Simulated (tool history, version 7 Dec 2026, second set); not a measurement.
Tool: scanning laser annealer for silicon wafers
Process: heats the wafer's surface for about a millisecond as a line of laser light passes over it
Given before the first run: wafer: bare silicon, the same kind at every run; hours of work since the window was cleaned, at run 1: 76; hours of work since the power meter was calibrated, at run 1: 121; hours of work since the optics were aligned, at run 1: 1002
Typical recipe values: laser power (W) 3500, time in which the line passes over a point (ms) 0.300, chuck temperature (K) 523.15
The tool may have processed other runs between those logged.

run   hour  laser power (W)  time in which the line passes over a point (ms)  chuck temperature (K)  hours of work since the window was cleaned  hours of work since the power meter was calibrated  hours of work since the optics were aligned  highest temperature of the surface (K)
  1    0.0             3500                                            0.300                 523.15                                          76                                                 121                                         1002                                 1295.15
  2   12.9             3500                                            0.300                 523.15                                          82                                                 127                                         1008                                 1293.15
  3   25.8             3500                                            0.300                 523.15                                          89                                                 134                                         1015                                 1294.15
  4   33.6             3500                                            0.300                 523.15                                          93                                                 138                                         1019                                 1290.15
  5   39.5             3500                                            0.300                 523.15                                          96                                                 141                                         1022                                 1290.15
  6   48.8             3500                                            0.300                 523.15                                         101                                                 146                                         1027                                 1293.15
  7   57.3             3500                                            0.300                 523.15                                         105                                                 150                                         1031                                 1292.15
  8   70.3             3500                                            0.300                 523.15                                         112                                                 157                                         1038                                 1292.15
  9   76.2             3500                                            0.300                 523.15                                         115                                                 160                                         1041                                 1290.15
 10   85.8             3500                                            0.300                 523.15                                         120                                                 165                                         1046                                 1290.15
 11   92.4             3500                                            0.300                 523.15                                         123                                                 168                                         1049                                 1292.15
 12  100.4             3702                                            0.255                 523.15                                         127                                                 172                                         1053                                 1278.15
 13  109.5             3733                                            0.340                 487.15                                         132                                                 177                                         1058                                 1370.15
 14  116.2             3046                                            0.235                 505.15                                         136                                                 181                                         1062                                 1085.15
 15  129.2             3223                                            0.300                 539.15                                         142                                                 187                                         1068                                 1239.15
 16  137.3             3348                                            0.351                 563.15                                         146                                                 191                                         1072                                 1352.15
 17  144.7             3348                                            0.351                 563.15                                         150                                                 195                                         1076                                 1354.15

Run 18 has not been measured yet. What should we expect?
 18  157.1             3409                                            0.272                 497.15                                         157                                                 202                                         1083                                       ?

Logged for run 18: highest temperature of the surface (K) 1208.15.
Were there no unlogged condition in the tool, this run, its random variation unchanged, would have produced highest temperature of the surface (K) 1225.15.
